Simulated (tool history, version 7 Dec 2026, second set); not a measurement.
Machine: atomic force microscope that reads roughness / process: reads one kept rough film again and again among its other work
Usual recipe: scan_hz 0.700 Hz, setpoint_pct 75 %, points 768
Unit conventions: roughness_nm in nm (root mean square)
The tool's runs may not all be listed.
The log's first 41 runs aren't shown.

Run 42, hour 1802.1: usual settings but scan_hz 3.121 Hz, setpoint_pct 61 %, points 276. Result: roughness_nm 3.550 nm (root mean square).
Run 43, hour 1848.4: usual settings but scan_hz 3.121 Hz, setpoint_pct 61 %, points 276. Result: roughness_nm 3.353 nm (root mean square).
Run 44, hour 1886.1: usual settings but setpoint_pct 60 %, points 472. Result: roughness_nm 3.450 nm (root mean square).
Run 45, hour 1937.7: usual settings but setpoint_pct 66 %. Result: roughness_nm 3.209 nm (root mean square).
Run 46, hour 1982.3: usual settings but setpoint_pct 66 %. Result: roughness_nm 3.102 nm (root mean square).
At hour 2020.3: new tip fitted.
Run 47, hour 2020.3: usual settings but scan_hz 0.817 Hz, setpoint_pct 66 %, points 480. Result: roughness_nm 4.223 nm (root mean square).
Run 48, hour 2071.4: usual settings but scan_hz 0.948 Hz, points 637. Result: roughness_nm 3.862 nm (root mean square).
Run 49, hour 2107.8: usual settings but scan_hz 1.523 Hz, setpoint_pct 70 %, points 262. Result: roughness_nm 3.650 nm (root mean square).

3 ways to go on from here, each from the tool as it stands after run 49. What would each give?
Run A, hour 2168.1: usual settings but scan_hz 1.523 Hz, setpoint_pct 73 %, points 381. Result: roughness_nm ?.
Run B, hour 2168.1: usual settings but scan_hz 1.500 Hz, setpoint_pct 71 %, points 481. Result: roughness_nm ?.
Run C, hour 2168.1: usual settings but points 959. Result: roughness_nm ?.

run  roughness_nm
  A         3.382
  B         3.397
  C         3.516
What these runs would have given with no unlogged condition in the tool:
run  roughness_nm
  A         4.096
  B         4.113
  C         4.258

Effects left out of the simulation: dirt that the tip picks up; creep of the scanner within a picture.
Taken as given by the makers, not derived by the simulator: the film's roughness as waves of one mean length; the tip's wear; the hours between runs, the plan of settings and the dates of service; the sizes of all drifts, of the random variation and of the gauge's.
